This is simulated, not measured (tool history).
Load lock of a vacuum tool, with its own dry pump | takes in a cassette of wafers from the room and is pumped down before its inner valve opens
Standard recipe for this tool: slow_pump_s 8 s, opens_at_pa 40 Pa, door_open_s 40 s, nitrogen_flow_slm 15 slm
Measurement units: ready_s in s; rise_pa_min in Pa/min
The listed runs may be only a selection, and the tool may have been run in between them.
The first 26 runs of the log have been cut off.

run    hour  slow_pump_s  opens_at_pa  door_open_s  nitrogen_flow_slm  incoming humidity of the room's air, %  ready_s  rise_pa_min
 27  6961.0           12           57           55                 22                                    46.9     18.3        0.053
 28  7138.9           14           40           40                  5                                    47.0     20.1        0.069
 29  7437.7           14           40           40                  5                                    41.6     20.4        0.071
 30  7748.9            8           50           40                 27                                    44.9     15.7        0.059
 31  7948.9            8           69           40                 15                                    43.5     15.2        0.074
 32  8325.4            8           69           40                 15                                    47.6     15.1        0.076
 33  8679.4            8           69           40                 15                                    47.6     15.5        0.080
 34  8945.3            8           39          179                  6                                    45.6     16.0        0.121
 35  9187.3            6           39          179                 14                                    47.2     14.5        0.110
 36  9477.8            8           42           40                  6                                    47.9     15.9        0.108
 37  9686.9            9           38          110                  8                                    45.1     16.8        0.125
 38  9851.3            6           38           60                  8                                    44.5     14.6        0.116

Each row is a separate what-if for the run after 38, all from the same tool condition, not one after another. Results?
  A  10105.7            4           40           71                 17                                    40.2        ?            ?
  B  10105.7           15           40           40                  5                                    42.7        ?            ?
  C  10105.7            8           74           40                  7                                    45.5        ?            ?

run  ready_s  rise_pa_min
  A     13.0        0.108
  B     21.1        0.119
  C     15.2        0.123
Take away the tool's hidden state, keep each run's random variation, and the runs would have read:
run  ready_s  rise_pa_min
  A     12.4        0.019
  B     20.7        0.030
  C     14.7        0.035
